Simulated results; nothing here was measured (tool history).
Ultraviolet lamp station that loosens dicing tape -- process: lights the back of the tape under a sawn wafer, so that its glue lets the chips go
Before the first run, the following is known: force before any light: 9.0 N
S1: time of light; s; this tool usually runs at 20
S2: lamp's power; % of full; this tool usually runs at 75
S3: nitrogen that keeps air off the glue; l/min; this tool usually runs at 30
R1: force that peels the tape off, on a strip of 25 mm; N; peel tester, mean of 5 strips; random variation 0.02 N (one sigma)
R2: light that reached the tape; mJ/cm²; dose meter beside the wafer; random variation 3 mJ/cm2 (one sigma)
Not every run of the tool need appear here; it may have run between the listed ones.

run    hour  S1  S2  S3     R1   R2
  1       0  20  75  30  0.964  448
  2    61.5  20  75  30  0.994  447
  3   124.2  20  75  30  0.976  444
  4   178.2  38  75  30  0.271  845
  5     231  38  81  30  0.234  919
  6   269.4  20  75  30   1.02  445
  7     322  20  75  37  0.925  451
  8   373.1  25  75  30  0.618  557
  9   434.5  25  61  30  0.947  451
 10   483.2  20  75  30  0.982  447
 11   518.5  20  75  30  1.023  445
 12   559.5  20  75  30  1.028  452
      616.6  -- window cleaned of glue's vapour
 13   622.2  20  75  30  0.999  442
 14   683.1  20  75  15  1.385  447
 15   737.8  20  75  15  1.315  444
 16   798.8  20  75  30  0.985  444
 17     860  20  75  18  1.267  443
 18   906.6  20  75  18  1.275  444
 19   936.3  20  75  18  1.275  444
 20   970.1  20  75  13  1.402  448
 21  1011.4  13  74  12   2.88  284
 22  1075.9  16  63  12  2.685  297
 23  1109.2  17  90  20  1.155  451
 24  1151.1  26  78  30   0.54  598
 25  1196.8  26  78  30  0.535  596
     1234.8  -- window cleaned of glue's vapour
 26  1266.8  11  79  10  3.331  258
 27  1299.1  11  79  10  3.273  260
 28  1343.4  11  75  35  2.428  248
 29  1382.4  19  75  21  1.272  420
 30  1427.4  19  75  21  1.268  423

What will run 31 give?
 31  1483.9  20  64  47   ?   ?

{"run 31": {"R1": 1.158, "R2": 384}}
Had the tool carried no hidden state, the very same run would have given R1 1.149 N, R2 386 mJ/cm².
